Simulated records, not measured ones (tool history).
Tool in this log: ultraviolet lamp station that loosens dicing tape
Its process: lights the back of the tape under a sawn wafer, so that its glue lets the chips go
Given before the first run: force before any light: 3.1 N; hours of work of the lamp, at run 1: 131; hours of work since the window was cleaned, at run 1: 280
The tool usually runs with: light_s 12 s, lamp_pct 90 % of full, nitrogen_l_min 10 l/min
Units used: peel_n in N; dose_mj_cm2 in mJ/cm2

run,day,light_s,lamp_pct,nitrogen_l_min,hours of work of the lamp,hours of work since the window was cleaned,peel_n,dose_mj_cm2
1,0,12,90,10,131,280,0.426,537
2,2.075,12,95,10,156,304,0.374,569
3,4.462,12,85,10,184,332,0.475,496
4,7.329,12,85,10,218,366,0.473,493
5,10.558,12,90,10,256,404,0.454,515
6,12.504,12,90,10,278,427,0.457,501
7,15.104,12,90,10,309,458,0.466,495
8,17.638,12,90,5,339,487,0.667,492
9,20.288,12,90,7,370,519,0.56,486
# day 20.6: window cleaned of glue's vapour
10,22.329,12,90,7,394,20,0.608,461
11,25.183,6,90,10,428,54,1.259,231
# day 25.983: window cleaned of glue's vapour, once more
12,27.729,6,90,10,457,21,1.091,257
13,29.488,6,90,10,478,41,1.089,254
14,32.575,6,90,10,514,78,1.089,248
15,33.883,12,90,10,530,93,0.461,506
16,36.417,15,72,17,559,123,0.396,491
17,38.188,15,72,17,580,144,0.371,490
18,39.662,16,72,6,598,161,0.561,519
19,42.471,9,83,4,631,194,1.14,327
20,45.679,12,83,14,668,232,0.489,435
21,48.538,12,62,14,702,265,0.777,318
22,50.929,12,62,14,730,294,0.798,313
23,53.229,24,99,6,757,321,0.224,983
24,55.458,7,90,15,784,347,0.949,257
25,58.45,7,90,10,819,382,1.128,257

4 ways to go on from here, each from the tool as it stands after run 25. What would each give?
A,61.45,10,78,12,854,417,?,?
B,61.45,12,81,6,854,417,?,?
C,61.45,10,81,10,854,417,?,?
D,61.45,23,60,10,854,417,?,?

run,peel_n,dose_mj_cm2
A,0.833,308
B,0.803,390
C,0.871,327
D,0.421,545
Without the tool's unlogged condition, the same runs would have read:
run,peel_n,dose_mj_cm2
A,0.548,421
B,0.523,534
C,0.573,447
D,0.26,746

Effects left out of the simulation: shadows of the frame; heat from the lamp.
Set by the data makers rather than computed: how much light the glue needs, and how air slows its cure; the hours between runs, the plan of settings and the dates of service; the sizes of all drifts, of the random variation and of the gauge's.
